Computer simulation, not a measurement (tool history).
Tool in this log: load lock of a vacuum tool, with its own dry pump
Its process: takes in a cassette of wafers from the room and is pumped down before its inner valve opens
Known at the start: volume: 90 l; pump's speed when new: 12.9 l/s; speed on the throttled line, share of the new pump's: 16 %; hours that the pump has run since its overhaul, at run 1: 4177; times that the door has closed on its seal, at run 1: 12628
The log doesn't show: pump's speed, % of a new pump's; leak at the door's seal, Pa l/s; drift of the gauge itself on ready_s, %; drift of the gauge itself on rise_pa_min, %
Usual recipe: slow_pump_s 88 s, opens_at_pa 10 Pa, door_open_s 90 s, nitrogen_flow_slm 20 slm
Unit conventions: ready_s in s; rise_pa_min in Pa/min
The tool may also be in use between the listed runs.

run    hour  slow_pump_s  opens_at_pa  door_open_s  nitrogen_flow_slm  hours that the pump has run since its overhaul  times that the door has closed on its seal  incoming humidity of the room's air, %  ready_s  rise_pa_min
  1       0           88           10           90                 20                                            4177                                       12628                                    47.5    145.4        0.045
  2   660.7           88           10           90                 20                                            4838                                       15436                                    43.2    145.1        0.051
  3  1012.8           88           19           90                 20                                            5190                                       16933                                    44.2    140.3        0.056
  4  1637.4           88           19           90                 20                                            5814                                       19587                                    46.1    142.5         0.06
  5  1933.5           52           10           90                 20                                            6110                                       20846                                    44.2    120.1        0.062
  6    2612           52           10           90                 20                                            6789                                       23730                                    49.8    120.5        0.072
  7  2914.3           52           10           90                 20                                            7091                                       25014                                    44.4    121.7        0.069
  8    3503           88           10           90                 20                                            7680                                       27517                                    47.5    152.9        0.087
  9  4165.2           88           10           35                 20                                            8342                                       30331                                    44.5    153.9        0.081

What will run 10 give?
 10  4841.6          150            8           90                  4                                            9019                                       33206                                    45.5        ?            ?

{"run 10": {"ready_s": 203.7, "rise_pa_min": 0.115}}
With no hidden state in the tool, this same run would have given ready_s 189.9 s, rise_pa_min 0.036 Pa/min.
